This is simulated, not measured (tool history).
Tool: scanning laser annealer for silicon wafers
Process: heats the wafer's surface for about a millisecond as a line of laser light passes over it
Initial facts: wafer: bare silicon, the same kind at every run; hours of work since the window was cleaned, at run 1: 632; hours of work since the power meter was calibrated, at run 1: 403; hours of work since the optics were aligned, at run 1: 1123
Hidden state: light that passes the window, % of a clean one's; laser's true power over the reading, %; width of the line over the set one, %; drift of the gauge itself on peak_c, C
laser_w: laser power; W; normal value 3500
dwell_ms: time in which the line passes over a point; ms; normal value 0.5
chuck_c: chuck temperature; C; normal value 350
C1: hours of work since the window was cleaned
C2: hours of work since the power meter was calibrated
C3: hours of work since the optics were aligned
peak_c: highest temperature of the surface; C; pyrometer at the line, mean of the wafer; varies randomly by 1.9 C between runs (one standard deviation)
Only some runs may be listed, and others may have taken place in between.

{"run": 1, "day": 0.0, "laser_w": 3500, "dwell_ms": 0.5, "chuck_c": 350, "C1": 632, "C2": 403, "C3": 1123, "peak_c": 1086}
{"run": 2, "day": 2.008, "laser_w": 3500, "dwell_ms": 0.5, "chuck_c": 350, "C1": 669, "C2": 440, "C3": 1160, "peak_c": 1089}
{"day": 3.546, "done": "optics aligned, line set to its width"}
{"run": 3, "day": 5.196, "laser_w": 3817, "dwell_ms": 0.5, "chuck_c": 350, "C1": 724, "C2": 494, "C3": 30, "peak_c": 1155}
{"run": 4, "day": 7.767, "laser_w": 3500, "dwell_ms": 0.5, "chuck_c": 350, "C1": 771, "C2": 542, "C3": 78, "peak_c": 1089}
{"run": 5, "day": 10.658, "laser_w": 3243, "dwell_ms": 0.5, "chuck_c": 350, "C1": 825, "C2": 595, "C3": 131, "peak_c": 1035}
{"run": 6, "day": 12.588, "laser_w": 3243, "dwell_ms": 0.5, "chuck_c": 350, "C1": 860, "C2": 631, "C3": 167, "peak_c": 1033}
{"day": 12.825, "done": "window over the wafer cleaned"}
{"run": 7, "day": 13.875, "laser_w": 3243, "dwell_ms": 0.5, "chuck_c": 350, "C1": 19, "C2": 653, "C3": 189, "peak_c": 1034}
{"run": 8, "day": 15.671, "laser_w": 3243, "dwell_ms": 0.5, "chuck_c": 350, "C1": 53, "C2": 686, "C3": 222, "peak_c": 1035}
{"run": 9, "day": 18.671, "laser_w": 3500, "dwell_ms": 0.5, "chuck_c": 367, "C1": 108, "C2": 741, "C3": 277, "peak_c": 1102}
{"run": 10, "day": 21.217, "laser_w": 3500, "dwell_ms": 0.5, "chuck_c": 367, "C1": 155, "C2": 788, "C3": 324, "peak_c": 1105}
{"run": 11, "day": 24.029, "laser_w": 3500, "dwell_ms": 0.5, "chuck_c": 367, "C1": 207, "C2": 840, "C3": 376, "peak_c": 1102}
{"run": 12, "day": 25.696, "laser_w": 3500, "dwell_ms": 0.5, "chuck_c": 329, "C1": 237, "C2": 871, "C3": 407, "peak_c": 1068}
{"run": 13, "day": 28.654, "laser_w": 3500, "dwell_ms": 0.5, "chuck_c": 329, "C1": 292, "C2": 925, "C3": 461, "peak_c": 1070}
{"run": 14, "day": 31.229, "laser_w": 3500, "dwell_ms": 0.5, "chuck_c": 350, "C1": 339, "C2": 973, "C3": 509, "peak_c": 1086}
{"run": 15, "day": 33.921, "laser_w": 3793, "dwell_ms": 0.5, "chuck_c": 350, "C1": 389, "C2": 1023, "C3": 559, "peak_c": 1148}
{"run": 16, "day": 35.45, "laser_w": 3793, "dwell_ms": 0.5, "chuck_c": 350, "C1": 417, "C2": 1051, "C3": 587, "peak_c": 1147}
{"run": 17, "day": 38.35, "laser_w": 3500, "dwell_ms": 0.5, "chuck_c": 350, "C1": 471, "C2": 1104, "C3": 640, "peak_c": 1090}
{"run": 18, "day": 41.05, "laser_w": 3500, "dwell_ms": 0.5, "chuck_c": 350, "C1": 520, "C2": 1154, "C3": 690, "peak_c": 1086}
{"run": 19, "day": 43.65, "laser_w": 3500, "dwell_ms": 0.5, "chuck_c": 350, "C1": 568, "C2": 1202, "C3": 738, "peak_c": 1090}
{"run": 20, "day": 45.183, "laser_w": 3500, "dwell_ms": 0.5, "chuck_c": 350, "C1": 597, "C2": 1230, "C3": 766, "peak_c": 1090}
{"run": 21, "day": 48.0, "laser_w": 3500, "dwell_ms": 0.5, "chuck_c": 350, "C1": 649, "C2": 1282, "C3": 818, "peak_c": 1084}
{"run": 22, "day": 49.608, "laser_w": 3500, "dwell_ms": 0.5, "chuck_c": 350, "C1": 678, "C2": 1312, "C3": 848, "peak_c": 1089}
{"run": 23, "day": 51.092, "laser_w": 3500, "dwell_ms": 0.5, "chuck_c": 350, "C1": 706, "C2": 1339, "C3": 875, "peak_c": 1088}
{"run": 24, "day": 53.592, "laser_w": 3298, "dwell_ms": 0.562, "chuck_c": 327, "C1": 752, "C2": 1385, "C3": 921, "peak_c": 1068}
{"run": 25, "day": 55.254, "laser_w": 3298, "dwell_ms": 0.562, "chuck_c": 327, "C1": 782, "C2": 1416, "C3": 952, "peak_c": 1068}
{"run": 26, "day": 56.746, "laser_w": 3766, "dwell_ms": 0.608, "chuck_c": 311, "C1": 810, "C2": 1443, "C3": 979, "peak_c": 1190}
{"run": 27, "day": 58.408, "laser_w": 3396, "dwell_ms": 0.479, "chuck_c": 343, "C1": 840, "C2": 1474, "C3": 1010, "peak_c": 1039}
{"day": 59.771, "done": "window over the wafer cleaned"}
{"run": 28, "day": 59.771, "laser_w": 3396, "dwell_ms": 0.479, "chuck_c": 343, "C1": 0, "C2": 1498, "C3": 1034, "peak_c": 1041}
{"run": 29, "day": 61.575, "laser_w": 3396, "dwell_ms": 0.479, "chuck_c": 343, "C1": 33, "C2": 1531, "C3": 1067, "peak_c": 1043}
{"run": 30, "day": 64.029, "laser_w": 3396, "dwell_ms": 0.479, "chuck_c": 343, "C1": 79, "C2": 1576, "C3": 1112, "peak_c": 1042}
{"run": 31, "day": 65.75, "laser_w": 3127, "dwell_ms": 0.479, "chuck_c": 343, "C1": 110, "C2": 1608, "C3": 1144, "peak_c": 986}
{"day": 68.358, "done": "optics aligned, line set to its width"}
{"run": 32, "day": 68.45, "laser_w": 3346, "dwell_ms": 0.5, "chuck_c": 350, "C1": 156, "C2": 1654, "C3": 2, "peak_c": 1057}
{"run": 33, "day": 70.379, "laser_w": 3798, "dwell_ms": 0.4, "chuck_c": 385, "C1": 192, "C2": 1689, "C3": 37, "peak_c": 1094}
{"run": 34, "day": 72.454, "laser_w": 3798, "dwell_ms": 0.614, "chuck_c": 385, "C1": 230, "C2": 1728, "C3": 76, "peak_c": 1276}
{"run": 35, "day": 75.321, "laser_w": 3741, "dwell_ms": 0.5, "chuck_c": 350, "C1": 283, "C2": 1781, "C3": 128, "peak_c": 1139}
{"run": 36, "day": 77.25, "laser_w": 3671, "dwell_ms": 0.5, "chuck_c": 354, "C1": 318, "C2": 1816, "C3": 164, "peak_c": 1128}
{"run": 37, "day": 80.217, "laser_w": 3671, "dwell_ms": 0.5, "chuck_c": 354, "C1": 373, "C2": 1871, "C3": 219, "peak_c": 1127}
{"run": 38, "day": 81.862, "laser_w": 3671, "dwell_ms": 0.5, "chuck_c": 354, "C1": 404, "C2": 1901, "C3": 249, "peak_c": 1128}
{"run": 39, "day": 84.008, "laser_w": 3671, "dwell_ms": 0.5, "chuck_c": 354, "C1": 443, "C2": 1941, "C3": 289, "peak_c": 1125}
{"run": 40, "day": 87.012, "laser_w": 3631, "dwell_ms": 0.39, "chuck_c": 338, "C1": 498, "C2": 1996, "C3": 344, "peak_c": 1006}
{"run": 41, "day": 88.779, "laser_w": 3500, "dwell_ms": 0.481, "chuck_c": 350, "C1": 531, "C2": 2029, "C3": 377, "peak_c": 1069}
{"run": 42, "day": 90.621, "laser_w": 3833, "dwell_ms": 0.5, "chuck_c": 353, "C1": 565, "C2": 2063, "C3": 410, "peak_c": 1160}

Describe how what the log doesn't record of the tool's condition differs between the last listed run preceding each entry between runs and the first listed run following it.
Runs 2 to 3: optics aligned, line set to its width (day 3.546)
  width of the line over the set one, %: 0.06 -> 0
Runs 6 to 7: window over the wafer cleaned (day 12.825)
  light that passes the window, % of a clean one's: 99.94 -> 100
Runs 27 to 28: window over the wafer cleaned (day 59.771)
  light that passes the window, % of a clean one's: 99.94 -> 100
Runs 31 to 32: optics aligned, line set to its width (day 68.358)
  width of the line over the set one, %: 0.05 -> 0
